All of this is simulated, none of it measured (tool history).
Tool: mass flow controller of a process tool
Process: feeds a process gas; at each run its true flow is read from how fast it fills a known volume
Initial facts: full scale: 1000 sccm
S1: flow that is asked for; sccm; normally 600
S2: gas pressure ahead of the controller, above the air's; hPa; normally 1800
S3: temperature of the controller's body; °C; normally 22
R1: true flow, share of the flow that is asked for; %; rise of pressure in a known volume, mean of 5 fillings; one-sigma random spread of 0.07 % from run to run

run,hour,S1,S2,S3,R1
1,0.0,600,1800,22,99.17
2,59.3,600,1800,22,99.30
3,153.1,600,1800,22,99.20
4,256.8,600,1800,22,99.09
5,348.9,600,1800,22,99.17
6,425.6,956,1630,23,99.80
7,477.4,956,1630,23,99.82
8,545.5,659,1640,38,99.91
9,636.8,659,1640,38,99.79
10,719.8,147,1640,26,98.69

Pick out some run-to-run changes in R1. Of each, how much would a tool without hidden state show as well, from the settings, what came in and chance, and how much is left for the hidden state and any gauge scatter not in both results compared?
The tool's hidden condition here consists of: flow at rest that the sensor doesn't see, % of full scale; true flow over the shown one, %; drift of the gauge itself on true_pct, %.
Run 9 -> 10: S1 659 -> 147, S3 38 -> 26. R1 -1.10 %: hidden state +0.43, all else -1.53.

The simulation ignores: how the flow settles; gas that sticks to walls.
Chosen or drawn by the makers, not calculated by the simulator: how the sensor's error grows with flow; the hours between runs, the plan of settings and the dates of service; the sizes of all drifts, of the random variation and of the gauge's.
